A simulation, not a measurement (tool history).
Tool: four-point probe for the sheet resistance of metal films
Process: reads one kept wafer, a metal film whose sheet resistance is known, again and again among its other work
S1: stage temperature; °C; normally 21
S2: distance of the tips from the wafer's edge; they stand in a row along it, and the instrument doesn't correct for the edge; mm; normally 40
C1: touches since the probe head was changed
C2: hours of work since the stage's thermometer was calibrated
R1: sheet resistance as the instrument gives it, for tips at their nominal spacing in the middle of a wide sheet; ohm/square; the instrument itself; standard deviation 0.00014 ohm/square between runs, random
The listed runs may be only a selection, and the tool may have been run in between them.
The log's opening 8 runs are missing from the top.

| run | hour | S1 | S2 | C1 | C2 | R1 |
|---|---|---|---|---|---|---|
| 9 | 450.3 | 21 | 54 | 85472 | 2040 | 0.671984 |
| 10 | 502.8 | 21 | 54 | 87350 | 2081 | 0.671782 |
| 11 | 550.9 | 21 | 13 | 89070 | 2120 | 0.672214 |
| 12 | 615.6 | 21 | 66 | 91387 | 2171 | 0.671406 |
| 13 | 650.4 | 21 | 66 | 92631 | 2199 | 0.671401 |
| 14 | 681 | 34 | 40 | 93726 | 2223 | 0.666847 |
| 15 | 716.5 | 34 | 40 | 94998 | 2251 | 0.666837 |
|  | 775.7 | stage's thermometer calibrated |
| 16 | 786.8 | 26 | 40 | 97493 | 9 | 0.670586 |
| 17 | 826.2 | 26 | 40 | 98905 | 40 | 0.670261 |
| 18 | 862.8 | 26 | 40 | 100215 | 69 | 0.670359 |
| 19 | 913.6 | 24 | 40 | 102031 | 110 | 0.670888 |
| 20 | 954.3 | 29 | 4 | 103488 | 142 | 0.67797 |
| 21 | 1010.8 | 29 | 4 | 105509 | 187 | 0.677747 |
| 22 | 1052.1 | 29 | 8 | 106988 | 220 | 0.670984 |
| 23 | 1100.7 | 27 | 34 | 108726 | 258 | 0.669232 |
|  | 1143.1 | new probe head fitted |
| 24 | 1176 | 21 | 51 | 1177 | 317 | 0.683052 |
| 25 | 1250.4 | 21 | 51 | 3840 | 377 | 0.683071 |
| 26 | 1302.4 | 21 | 7 | 5701 | 418 | 0.68621 |
| 27 | 1358.5 | 21 | 3 | 7706 | 462 | 0.698778 |

Run 28 comes next. What will it give?
| 28 | 1420.3 | 23 | 32 | 9918 | 512 | ? |

{"run 28": {"R1": 0.682332}}
Had the tool carried no hidden state, the very same run would have given R1 0.679898 ohm/square.
